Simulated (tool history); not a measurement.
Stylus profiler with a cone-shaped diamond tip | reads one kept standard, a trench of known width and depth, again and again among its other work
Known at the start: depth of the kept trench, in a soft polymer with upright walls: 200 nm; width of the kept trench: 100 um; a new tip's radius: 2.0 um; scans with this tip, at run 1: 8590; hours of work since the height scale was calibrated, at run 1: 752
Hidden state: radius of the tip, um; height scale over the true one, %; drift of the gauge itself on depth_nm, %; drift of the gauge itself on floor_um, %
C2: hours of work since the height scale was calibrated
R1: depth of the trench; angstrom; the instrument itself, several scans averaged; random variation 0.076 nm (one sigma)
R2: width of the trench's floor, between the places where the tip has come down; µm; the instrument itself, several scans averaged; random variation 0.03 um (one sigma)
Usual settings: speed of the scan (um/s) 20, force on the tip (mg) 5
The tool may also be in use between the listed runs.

{"run": 1, "hour": 0.0, "speed of the scan (um/s)": 20, "force on the tip (mg)": 5, "scans with this tip": 8590, "C2": 752, "R1": 2039, "R2": 98.17}
{"run": 2, "hour": 28.1, "speed of the scan (um/s)": 20, "force on the tip (mg)": 5, "scans with this tip": 8841, "C2": 774, "R1": 2040.9, "R2": 98.23}
{"run": 3, "hour": 52.2, "speed of the scan (um/s)": 20, "force on the tip (mg)": 5, "scans with this tip": 9056, "C2": 793, "R1": 2038.7, "R2": 98.18}
{"run": 4, "hour": 93.4, "speed of the scan (um/s)": 20, "force on the tip (mg)": 5, "scans with this tip": 9424, "C2": 825, "R1": 2039.2, "R2": 98.25}
{"run": 5, "hour": 112.6, "speed of the scan (um/s)": 20, "force on the tip (mg)": 5, "scans with this tip": 9596, "C2": 840, "R1": 2038.3, "R2": 98.24}
{"run": 6, "hour": 140.8, "speed of the scan (um/s)": 20, "force on the tip (mg)": 5, "scans with this tip": 9848, "C2": 862, "R1": 2040.2, "R2": 98.24}
{"run": 7, "hour": 182.8, "speed of the scan (um/s)": 20, "force on the tip (mg)": 6.49, "scans with this tip": 10224, "C2": 895, "R1": 2047.6, "R2": 98.21}
{"run": 8, "hour": 213.7, "speed of the scan (um/s)": 20, "force on the tip (mg)": 6.49, "scans with this tip": 10499, "C2": 919, "R1": 2046.1, "R2": 98.2}
{"run": 9, "hour": 236.0, "speed of the scan (um/s)": 60, "force on the tip (mg)": 10.9, "scans with this tip": 10699, "C2": 937, "R1": 2065.8, "R2": 98.19}
{"run": 10, "hour": 276.9, "speed of the scan (um/s)": 57, "force on the tip (mg)": 4.27, "scans with this tip": 11064, "C2": 969, "R1": 2034, "R2": 98.09}
{"run": 11, "hour": 296.3, "speed of the scan (um/s)": 57, "force on the tip (mg)": 3.08, "scans with this tip": 11237, "C2": 984, "R1": 2027.8, "R2": 98.12}
{"run": 12, "hour": 315.4, "speed of the scan (um/s)": 6, "force on the tip (mg)": 4.49, "scans with this tip": 11409, "C2": 999, "R1": 2037.6, "R2": 98.31}
{"run": 13, "hour": 348.4, "speed of the scan (um/s)": 24, "force on the tip (mg)": 5.38, "scans with this tip": 11704, "C2": 1025, "R1": 2041.8, "R2": 98.22}
{"run": 14, "hour": 381.6, "speed of the scan (um/s)": 52, "force on the tip (mg)": 3.57, "scans with this tip": 12000, "C2": 1051, "R1": 2032.2, "R2": 98.13}

Forecast each of these 5 alternatives for the next run:
{"run": "A", "hour": 403.7, "speed of the scan (um/s)": 55, "force on the tip (mg)": 13.43, "scans with this tip": 12197, "C2": 1068, "R1": "?", "R2": "?"}
{"run": "B", "hour": 403.7, "speed of the scan (um/s)": 37, "force on the tip (mg)": 10.22, "scans with this tip": 12197, "C2": 1068, "R1": "?", "R2": "?"}
{"run": "C", "hour": 403.7, "speed of the scan (um/s)": 20, "force on the tip (mg)": 2.97, "scans with this tip": 12197, "C2": 1068, "R1": "?", "R2": "?"}
{"run": "D", "hour": 403.7, "speed of the scan (um/s)": 20, "force on the tip (mg)": 3.26, "scans with this tip": 12197, "C2": 1068, "R1": "?", "R2": "?"}
{"run": "E", "hour": 403.7, "speed of the scan (um/s)": 15, "force on the tip (mg)": 3.57, "scans with this tip": 12197, "C2": 1068, "R1": "?", "R2": "?"}

run=A R1=2076.5 R2=98.19
run=B R1=2063.9 R2=98.19
run=C R1=2029 R2=98.21
run=D R1=2028.7 R2=98.19
run=E R1=2031 R2=98.21
Without the tool's hidden state the same runs would have given:
run=A R1=2076.9 R2=98.2
run=B R1=2064.3 R2=98.2
run=C R1=2029.3 R2=98.22
run=D R1=2029.1 R2=98.2
run=E R1=2031.3 R2=98.22
